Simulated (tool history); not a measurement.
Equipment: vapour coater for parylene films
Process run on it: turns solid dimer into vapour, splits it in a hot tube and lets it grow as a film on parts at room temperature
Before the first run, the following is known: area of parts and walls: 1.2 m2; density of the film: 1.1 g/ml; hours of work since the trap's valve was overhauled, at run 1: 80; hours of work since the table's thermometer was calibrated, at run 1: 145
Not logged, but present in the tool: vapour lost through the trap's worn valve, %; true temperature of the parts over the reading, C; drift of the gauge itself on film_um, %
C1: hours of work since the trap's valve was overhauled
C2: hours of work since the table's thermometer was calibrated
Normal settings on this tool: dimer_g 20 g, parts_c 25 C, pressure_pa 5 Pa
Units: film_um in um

run 1 hour=0 | dimer_g=20 parts_c=25 pressure_pa=5 | C1=80 C2=145 | film_um=11.06
run 2 hour=15.1 | dimer_g=13 parts_c=25 pressure_pa=5 | C1=88 C2=153 | film_um=7.14
run 3 hour=22.7 | dimer_g=13 parts_c=25 pressure_pa=5 | C1=92 C2=158 | film_um=7.19
run 4 hour=35.2 | dimer_g=13 parts_c=25 pressure_pa=5 | C1=99 C2=165 | film_um=7.21
run 5 hour=50.4 | dimer_g=13 parts_c=25 pressure_pa=5 | C1=108 C2=173 | film_um=7.15
run 6 hour=59.5 | dimer_g=13 parts_c=25 pressure_pa=5 | C1=113 C2=178 | film_um=7.14
run 7 hour=74.1 | dimer_g=13 parts_c=25 pressure_pa=5 | C1=121 C2=186 | film_um=7.11
run 8 hour=89.1 | dimer_g=13 parts_c=25 pressure_pa=4.98 | C1=129 C2=195 | film_um=7.18
run 9 hour=99.8 | dimer_g=13 parts_c=34 pressure_pa=4.98 | C1=135 C2=200 | film_um=4.73
run 10 hour=109.5 | dimer_g=18 parts_c=25 pressure_pa=5 | C1=141 C2=206 | film_um=9.96
run 11 hour=124.5 | dimer_g=18 parts_c=25 pressure_pa=5 | C1=149 C2=214 | film_um=9.8
run 12 hour=134.4 | dimer_g=18 parts_c=25 pressure_pa=5 | C1=154 C2=220 | film_um=10
run 13 hour=148 | dimer_g=18 parts_c=25 pressure_pa=5 | C1=162 C2=227 | film_um=9.7
run 14 hour=162.8 | dimer_g=20 parts_c=25 pressure_pa=5 | C1=170 C2=235 | film_um=11.01
run 15 hour=175.9 | dimer_g=20 parts_c=25 pressure_pa=5 | C1=177 C2=243 | film_um=10.8
run 16 hour=184.2 | dimer_g=20 parts_c=25 pressure_pa=5 | C1=182 C2=247 | film_um=10.94
run 17 hour=198 | dimer_g=20 parts_c=29 pressure_pa=5 | C1=190 C2=255 | film_um=9
run 18 hour=208 | dimer_g=20 parts_c=29 pressure_pa=5 | C1=195 C2=261 | film_um=9.09
run 19 hour=220.4 | dimer_g=20 parts_c=29 pressure_pa=5 | C1=202 C2=267 | film_um=9.04
run 20 hour=233.8 | dimer_g=20 parts_c=25 pressure_pa=5 | C1=210 C2=275 | film_um=10.96
run 21 hour=245.1 | dimer_g=20 parts_c=25 pressure_pa=5 | C1=216 C2=281 | film_um=10.83
run 22 hour=255.1 | dimer_g=36 parts_c=25 pressure_pa=5 | C1=221 C2=287 | film_um=19.64
run 23 hour=262.4 | dimer_g=36 parts_c=32 pressure_pa=5 | C1=225 C2=291 | film_um=14.15
run 24 hour=270.8 | dimer_g=10 parts_c=25 pressure_pa=3.56 | C1=230 C2=295 | film_um=5.68
run 25 hour=285 | dimer_g=10 parts_c=25 pressure_pa=6.18 | C1=238 C2=303 | film_um=5.23
run 26 hour=297.7 | dimer_g=10 parts_c=25 pressure_pa=6.18 | C1=245 C2=310 | film_um=5.12
run 27 hour=313.1 | dimer_g=12 parts_c=19 pressure_pa=4.27 | C1=254 C2=319 | film_um=8.65
run 28 hour=325.4 | dimer_g=20 parts_c=25 pressure_pa=7.75 | C1=260 C2=326 | film_um=10.04
run 29 hour=338.7 | dimer_g=10 parts_c=20 pressure_pa=7.16 | C1=268 C2=333 | film_um=6.35
run 30 hour=351 | dimer_g=15 parts_c=17 pressure_pa=2.36 | C1=275 C2=340 | film_um=10.78
-- hour=355.8 trap's valve overhauled
run 31 hour=369.3 | dimer_g=15 parts_c=17 pressure_pa=2.36 | C1=7 C2=348 | film_um=10.62
run 32 hour=382.4 | dimer_g=22 parts_c=17 pressure_pa=7.79 | C1=15 C2=355 | film_um=15.41
run 33 hour=389.6 | dimer_g=22 parts_c=17 pressure_pa=7.79 | C1=19 C2=359 | film_um=15.62
run 34 hour=404.7 | dimer_g=27 parts_c=28 pressure_pa=4.32 | C1=27 C2=368 | film_um=12.77
-- hour=420.9 trap's valve overhauled, once more
run 35 hour=421.9 | dimer_g=22 parts_c=25 pressure_pa=5 | C1=1 C2=375 | film_um=12.21
run 36 hour=433.5 | dimer_g=13 parts_c=25 pressure_pa=2.03 | C1=7 C2=381 | film_um=8.63
run 37 hour=445.4 | dimer_g=20 parts_c=33 pressure_pa=8.58 | C1=14 C2=388 | film_um=6.92
run 38 hour=454 | dimer_g=36 parts_c=33 pressure_pa=8.62 | C1=18 C2=393 | film_um=12.4
run 39 hour=464.7 | dimer_g=20 parts_c=37 pressure_pa=11.15 | C1=24 C2=399 | film_um=5.52
run 40 hour=479 | dimer_g=9 parts_c=34 pressure_pa=2.89 | C1=32 C2=407 | film_um=3.6
run 41 hour=491 | dimer_g=20 parts_c=26 pressure_pa=2.59 | C1=39 C2=413 | film_um=12.01
run 42 hour=505.3 | dimer_g=10 parts_c=30 pressure_pa=5 | C1=47 C2=421 | film_um=4.35
run 43 hour=514.1 | dimer_g=11 parts_c=30 pressure_pa=10.27 | C1=52 C2=426 | film_um=4.21
run 44 hour=528.8 | dimer_g=8 parts_c=22 pressure_pa=3.46 | C1=60 C2=434 | film_um=5.45
run 45 hour=536.6 | dimer_g=8 parts_c=22 pressure_pa=3.46 | C1=64 C2=439 | film_um=5.35
run 46 hour=546.5 | dimer_g=31 parts_c=37 pressure_pa=5 | C1=70 C2=444 | film_um=9.69

Below, some changes in film_um between adjacent runs. For each, the amount present without the hidden state too (settings, incoming material, random variation) and the amount remaining for the hidden state with gauge scatter not shared by both compared results:
Run 21 -> 22: dimer_g 20 -> 36. film_um +8.81 um: hidden state -0.32, all else +9.13.
Run 23 -> 24: dimer_g 36 -> 10, parts_c 32 -> 25, pressure_pa 5 -> 3.56. film_um -8.47 um: hidden state +0.31, all else -8.78.
Run 34 -> 35: dimer_g 27 -> 22, parts_c 28 -> 25, pressure_pa 4.32 -> 5, trap's valve overhauled, once more. film_um -0.56 um: hidden state +0.62, all else -1.18.
Run 40 -> 41: dimer_g 9 -> 20, parts_c 34 -> 26, pressure_pa 2.89 -> 2.59. film_um +8.41 um: hidden state -0.19, all else +8.6.

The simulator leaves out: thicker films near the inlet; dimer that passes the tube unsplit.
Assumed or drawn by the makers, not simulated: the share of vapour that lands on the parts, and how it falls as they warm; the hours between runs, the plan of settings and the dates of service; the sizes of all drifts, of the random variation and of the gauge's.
